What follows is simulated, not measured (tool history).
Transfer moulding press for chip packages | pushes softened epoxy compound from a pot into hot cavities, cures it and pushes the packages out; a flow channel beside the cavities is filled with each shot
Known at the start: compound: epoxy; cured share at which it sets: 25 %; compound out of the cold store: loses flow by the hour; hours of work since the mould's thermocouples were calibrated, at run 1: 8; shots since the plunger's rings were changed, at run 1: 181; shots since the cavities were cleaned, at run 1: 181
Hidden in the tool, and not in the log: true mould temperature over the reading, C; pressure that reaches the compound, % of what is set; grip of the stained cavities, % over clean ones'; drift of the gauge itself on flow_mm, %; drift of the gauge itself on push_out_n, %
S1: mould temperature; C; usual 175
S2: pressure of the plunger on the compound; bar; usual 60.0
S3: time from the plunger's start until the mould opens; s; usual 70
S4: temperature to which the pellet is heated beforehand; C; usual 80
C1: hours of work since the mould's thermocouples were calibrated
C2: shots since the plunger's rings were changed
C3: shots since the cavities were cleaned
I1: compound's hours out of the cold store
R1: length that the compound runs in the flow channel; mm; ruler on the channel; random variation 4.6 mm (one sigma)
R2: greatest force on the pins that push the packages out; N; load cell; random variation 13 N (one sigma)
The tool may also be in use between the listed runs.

run 1 hour=0.0 | S1=175 S2=60.0 S3=70 S4=80 | C1=8 C2=181 C3=181 | I1=22.7 | R1=520 R2=726
-- hour=38.1 cavities cleaned with cleaning compound and waxed
run 2 hour=54.9 | S1=175 S2=60.0 S3=70 S4=80 | C1=31 C2=736 C3=174 | I1=18.5 | R1=518 R2=776
-- hour=95.6 cavities cleaned with cleaning compound and waxed
run 3 hour=103.7 | S1=175 S2=60.0 S3=70 S4=80 | C1=51 C2=1228 C3=85 | I1=18.4 | R1=520 R2=717
run 4 hour=137.0 | S1=175 S2=60.0 S3=70 S4=80 | C1=66 C2=1573 C3=430 | I1=31.7 | R1=466 R2=823
-- hour=155.3 cavities cleaned with cleaning compound and waxed
run 5 hour=182.7 | S1=175 S2=60.0 S3=70 S4=80 | C1=85 C2=2032 C3=284 | I1=9.7 | R1=555 R2=831
-- hour=213.0 cavities cleaned with cleaning compound and waxed
run 6 hour=229.6 | S1=175 S2=60.0 S3=70 S4=80 | C1=105 C2=2504 C3=173 | I1=46.6 | R1=430 R2=691
-- hour=268.1 cavities cleaned with cleaning compound and waxed
run 7 hour=268.7 | S1=175 S2=60.0 S3=70 S4=80 | C1=121 C2=2894 C3=6 | I1=44.7 | R1=431 R2=604
-- hour=326.2 cavities cleaned with cleaning compound and waxed
run 8 hour=326.2 | S1=175 S2=60.0 S3=70 S4=80 | C1=145 C2=3476 C3=0 | I1=24.4 | R1=487 R2=631
-- hour=382.6 cavities cleaned with cleaning compound and waxed
run 9 hour=386.3 | S1=175 S2=60.0 S3=70 S4=80 | C1=171 C2=4085 C3=39 | I1=18.5 | R1=503 R2=671
run 10 hour=424.6 | S1=181 S2=60.0 S3=70 S4=80 | C1=187 C2=4483 C3=437 | I1=17.9 | R1=494 R2=622
-- hour=438.8 cavities cleaned with cleaning compound and waxed
run 11 hour=452.8 | S1=175 S2=60.0 S3=70 S4=80 | C1=199 C2=4760 C3=145 | I1=31.6 | R1=460 R2=709
-- hour=494.0 cavities cleaned with cleaning compound and waxed
run 12 hour=495.4 | S1=175 S2=60.0 S3=70 S4=80 | C1=217 C2=5187 C3=15 | I1=36.7 | R1=446 R2=643
-- hour=509.4 plunger's sealing rings changed
run 13 hour=532.6 | S1=175 S2=60.0 S3=70 S4=80 | C1=232 C2=240 C3=375 | I1=35.0 | R1=473 R2=754
-- hour=551.7 cavities cleaned with cleaning compound and waxed
run 14 hour=571.5 | S1=175 S2=60.0 S3=70 S4=80 | C1=248 C2=629 C3=206 | I1=26.4 | R1=495 R2=747

The next listed run, before its measurement:
run 15 hour=602.3 | S1=172 S2=65.4 S3=68 S4=78 | C1=261 C2=949 C3=526 | I1=18.2 | R1=? R2=?

{"run 15": {"R1": 559, "R2": 1184}}
Without the tool's hidden state the same run would have given R1 565 mm, R2 907 N.
